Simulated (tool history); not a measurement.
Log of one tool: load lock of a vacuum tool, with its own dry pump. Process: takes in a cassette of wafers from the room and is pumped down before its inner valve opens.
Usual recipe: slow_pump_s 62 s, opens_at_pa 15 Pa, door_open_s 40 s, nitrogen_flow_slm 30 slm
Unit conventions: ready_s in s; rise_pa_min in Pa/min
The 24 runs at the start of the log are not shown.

run	hour	slow_pump_s	opens_at_pa	door_open_s	nitrogen_flow_slm	hours that the pump has run since its overhaul	times that the door has closed on its seal	incoming humidity of the room's air, %	ready_s	rise_pa_min
25	2339.8	62	18	155	10	6432	24056	44.4	85.3	0.461
26	2438.9	62	17	40	9	6531	24517	45.4	84.9	0.419
27	2534.7	93	15	99	30	6627	24964	43.3	112.1	0.437
28	2634.9	113	16	61	21	6727	25430	48.2	130.4	0.448
29	2758.6	62	15	41	30	6851	26006	46.2	86.2	0.457
30	2865.9	123	15	68	38	6958	26506	47.2	139.9	0.479
31	2936.1	61	27	224	38	7029	26833	42.6	83.2	0.505
32	3059.4	40	15	103	30	7152	27407	41.8	66.9	0.504
33	3136.9	40	15	103	30	7229	27768	48	66.8	0.515
34	3244.2	40	15	103	30	7337	28268	45.7	67	0.54
35	3341.7	31	16	211	30	7434	28722	45.8	58.7	0.569
36	3418.1	31	16	211	30	7511	29078	43.6	58.9	0.586
37	3516.5	62	22	40	30	7609	29536	46.4	84.4	0.559

3 options for the next run, each taken on its own from the tool as it stands now. Forecast them:
# hour 3571: door's seal changed, seat wiped
A	3622.7	62	15	101	30	7714	241	44.2	?	?
# hour 3571: door's seal changed, seat wiped
B	3622.7	62	17	47	30	7714	241	45.3	?	?
# hour 3571: door's seal changed, seat wiped
C	3622.7	85	23	138	30	7714	241	48.3	?	?

run	ready_s	rise_pa_min
A	86.3	0.034
B	86	0.028
C	104.3	0.047
Without the tool's hidden state the same runs would have given:
run	ready_s	rise_pa_min
A	82.9	0.031
B	82.7	0.024
C	101.5	0.044
